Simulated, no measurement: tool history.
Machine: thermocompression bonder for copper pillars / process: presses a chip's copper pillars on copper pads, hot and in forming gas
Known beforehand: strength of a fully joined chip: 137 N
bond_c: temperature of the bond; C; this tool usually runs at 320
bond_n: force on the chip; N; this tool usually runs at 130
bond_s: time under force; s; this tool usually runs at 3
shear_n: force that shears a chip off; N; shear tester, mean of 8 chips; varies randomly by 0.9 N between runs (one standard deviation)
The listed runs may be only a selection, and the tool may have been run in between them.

| run | day | bond_c | bond_n | bond_s | shear_n |
|---|---|---|---|---|---|
| 1 | 0 | 320 | 130 | 3 | 69 |
| 2 | 1.017 | 320 | 130 | 3 | 68.1 |
| 3 | 2.2 | 320 | 130 | 3 | 66.3 |
| 4 | 3 | 320 | 130 | 3 | 66.3 |
| 5 | 3.6 | 320 | 130 | 3 | 66.4 |
| 6 | 4.312 | 320 | 130 | 3 | 67.5 |
| 7 | 5.488 | 320 | 130 | 9 | 90.5 |
| 8 | 6.304 | 320 | 130 | 9 | 90.8 |
|  | 6.425 | forming gas filter changed |
| 9 | 7.308 | 320 | 130 | 9 | 97.7 |
| 10 | 8.133 | 320 | 87 | 3 | 58.4 |
| 11 | 9.279 | 320 | 130 | 3 | 69 |
| 12 | 10.171 | 312 | 130 | 3 | 65.4 |
| 13 | 10.771 | 320 | 129 | 3 | 70 |
| 14 | 11.838 | 320 | 130 | 3 | 66.7 |
| 15 | 12.538 | 320 | 130 | 3 | 68.1 |
| 16 | 13.5 | 320 | 130 | 3 | 67.4 |
| 17 | 14.683 | 320 | 130 | 3 | 65 |
| 18 | 15.862 | 320 | 130 | 3 | 65.1 |
| 19 | 16.85 | 320 | 130 | 3 | 64.9 |
| 20 | 18.1 | 320 | 130 | 3 | 63.4 |
| 21 | 19.104 | 321 | 92 | 5 | 65.5 |
|  | 19.742 | forming gas filter changed |
| 22 | 20.438 | 311 | 116 | 2 | 51.1 |
| 23 | 21.129 | 336 | 104 | 2 | 64.4 |
| 24 | 21.975 | 320 | 104 | 4 | 69.6 |
| 25 | 23.083 | 320 | 104 | 4 | 67.6 |
| 26 | 24.046 | 344 | 86 | 4 | 77.7 |
| 27 | 24.638 | 308 | 88 | 3 | 49.4 |
| 28 | 25.267 | 308 | 88 | 3 | 48.6 |
| 29 | 26.3 | 338 | 103 | 3 | 71.1 |
| 30 | 27.275 | 338 | 103 | 3 | 70.9 |
| 31 | 28.275 | 345 | 130 | 2 | 71.1 |
| 32 | 29.317 | 317 | 130 | 6 | 78.2 |
| 33 | 29.917 | 317 | 174 | 5 | 81.2 |
| 34 | 31.004 | 317 | 174 | 5 | 82.4 |
| 35 | 31.679 | 321 | 174 | 5 | 84 |
| 36 | 32.829 | 338 | 174 | 6 | 95.9 |
|  | 33.058 | forming gas filter changed |
| 37 | 33.817 | 338 | 138 | 6 | 98.3 |
| 38 | 34.417 | 293 | 138 | 6 | 65.6 |
| 39 | 35.125 | 293 | 138 | 6 | 67.1 |

3 options for the next run, each taken on its own from the tool as it stands now. Forecast them:
| A | 35.683 | 320 | 130 | 5 | ? |
| B | 35.683 | 293 | 138 | 4 | ? |
| C | 35.683 | 315 | 97 | 3 | ? |

| run | shear_n |
|---|---|
| A | 78.4 |
| B | 57.2 |
| C | 54.5 |
Stripped of hidden state, with their random variation kept, the same runs would have yielded:
| run | shear_n |
|---|---|
| A | 86.3 |
| B | 64.5 |
| C | 61.1 |
